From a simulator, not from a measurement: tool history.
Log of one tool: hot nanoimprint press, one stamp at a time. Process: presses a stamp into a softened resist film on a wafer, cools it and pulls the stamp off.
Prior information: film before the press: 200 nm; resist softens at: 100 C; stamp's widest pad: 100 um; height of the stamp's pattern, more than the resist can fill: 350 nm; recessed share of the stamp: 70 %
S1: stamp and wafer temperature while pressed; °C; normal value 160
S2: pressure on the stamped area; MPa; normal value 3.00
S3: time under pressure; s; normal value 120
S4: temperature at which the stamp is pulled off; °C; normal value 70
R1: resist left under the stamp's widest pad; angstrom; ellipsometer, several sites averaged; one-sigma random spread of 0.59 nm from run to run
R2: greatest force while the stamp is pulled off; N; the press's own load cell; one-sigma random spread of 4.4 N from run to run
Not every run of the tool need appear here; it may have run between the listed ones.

{"run": 1, "hour": 0.0, "S1": 160, "S2": 3.0, "S3": 120, "S4": 70, "R1": 1194, "R2": 211}
{"run": 2, "hour": 28.1, "S1": 166, "S2": 3.0, "S3": 120, "S4": 70, "R1": 835, "R2": 221}
{"run": 3, "hour": 71.5, "S1": 166, "S2": 3.0, "S3": 120, "S4": 70, "R1": 842, "R2": 214}
{"run": 4, "hour": 95.0, "S1": 166, "S2": 3.0, "S3": 120, "S4": 70, "R1": 824, "R2": 213}
{"run": 5, "hour": 142.7, "S1": 166, "S2": 3.0, "S3": 120, "S4": 70, "R1": 838, "R2": 219}
{"run": 6, "hour": 168.9, "S1": 162, "S2": 3.0, "S3": 120, "S4": 70, "R1": 1055, "R2": 211}
{"hour": 206.5, "done": "plate thermocouple calibrated"}
{"run": 7, "hour": 211.7, "S1": 162, "S2": 3.0, "S3": 120, "S4": 70, "R1": 1062, "R2": 209}
{"run": 8, "hour": 263.0, "S1": 162, "S2": 3.0, "S3": 120, "S4": 70, "R1": 1057, "R2": 208}
{"run": 9, "hour": 301.7, "S1": 160, "S2": 3.0, "S3": 120, "S4": 69, "R1": 1186, "R2": 220}
{"run": 10, "hour": 337.2, "S1": 160, "S2": 3.0, "S3": 120, "S4": 69, "R1": 1186, "R2": 217}
{"run": 11, "hour": 369.2, "S1": 160, "S2": 3.0, "S3": 69, "S4": 70, "R1": 1401, "R2": 218}
{"hour": 428.0, "done": "press's hydraulic seals changed and the load cell set to zero"}
{"run": 12, "hour": 428.0, "S1": 160, "S2": 3.0, "S3": 120, "S4": 70, "R1": 1186, "R2": 218}
{"run": 13, "hour": 463.2, "S1": 160, "S2": 3.0, "S3": 120, "S4": 70, "R1": 1188, "R2": 215}
{"run": 14, "hour": 496.5, "S1": 160, "S2": 3.0, "S3": 120, "S4": 70, "R1": 1187, "R2": 214}
{"run": 15, "hour": 528.0, "S1": 160, "S2": 3.0, "S3": 120, "S4": 70, "R1": 1194, "R2": 214}
{"run": 16, "hour": 555.8, "S1": 160, "S2": 3.0, "S3": 120, "S4": 70, "R1": 1193, "R2": 206}
{"run": 17, "hour": 600.8, "S1": 160, "S2": 3.0, "S3": 120, "S4": 70, "R1": 1181, "R2": 219}
{"hour": 610.3, "done": "stamp cleaned and given a new release coat"}
{"run": 18, "hour": 650.1, "S1": 160, "S2": 3.0, "S3": 120, "S4": 70, "R1": 1182, "R2": 221}
{"run": 19, "hour": 682.4, "S1": 160, "S2": 3.0, "S3": 137, "S4": 70, "R1": 1136, "R2": 208}
{"run": 20, "hour": 727.2, "S1": 170, "S2": 2.6, "S3": 120, "S4": 70, "R1": 696, "R2": 215}
{"run": 21, "hour": 760.9, "S1": 162, "S2": 3.22, "S3": 203, "S4": 70, "R1": 851, "R2": 215}
{"run": 22, "hour": 790.7, "S1": 160, "S2": 1.89, "S3": 120, "S4": 64, "R1": 1359, "R2": 229}
{"run": 23, "hour": 818.2, "S1": 160, "S2": 1.89, "S3": 120, "S4": 64, "R1": 1353, "R2": 229}
{"run": 24, "hour": 839.1, "S1": 167, "S2": 2.41, "S3": 120, "S4": 64, "R1": 862, "R2": 228}
{"hour": 854.1, "done": "plate thermocouple calibrated"}
{"run": 25, "hour": 893.2, "S1": 167, "S2": 2.41, "S3": 120, "S4": 64, "R1": 859, "R2": 227}
{"run": 26, "hour": 944.9, "S1": 167, "S2": 3.25, "S3": 120, "S4": 63, "R1": 755, "R2": 244}
{"run": 27, "hour": 989.2, "S1": 170, "S2": 3.25, "S3": 231, "S4": 66, "R1": 463, "R2": 226}
{"run": 28, "hour": 1026.8, "S1": 170, "S2": 3.25, "S3": 231, "S4": 66, "R1": 464, "R2": 227}
{"run": 29, "hour": 1065.3, "S1": 170, "S2": 3.25, "S3": 90, "S4": 64, "R1": 701, "R2": 236}
{"run": 30, "hour": 1089.7, "S1": 170, "S2": 3.25, "S3": 133, "S4": 64, "R1": 589, "R2": 227}
{"run": 31, "hour": 1124.0, "S1": 151, "S2": 4.22, "S3": 191, "S4": 72, "R1": 1475, "R2": 205}

3 options for the next run, each taken on its own from the tool as it stands now. Forecast them:
{"run": "A", "hour": 1167.7, "S1": 151, "S2": 4.5, "S3": 186, "S4": 72, "R1": "?", "R2": "?"}
{"run": "B", "hour": 1167.7, "S1": 164, "S2": 3.0, "S3": 98, "S4": 70, "R1": "?", "R2": "?"}
{"run": "C", "hour": 1167.7, "S1": 171, "S2": 4.22, "S3": 92, "S4": 72, "R1": "?", "R2": "?"}

run=A R1=1461 R2=209
run=B R1=1032 R2=214
run=C R1=587 R2=208
What these runs would have given with no unlogged condition in the tool:
run=A R1=1461 R2=208
run=B R1=1032 R2=213
run=C R1=587 R2=207
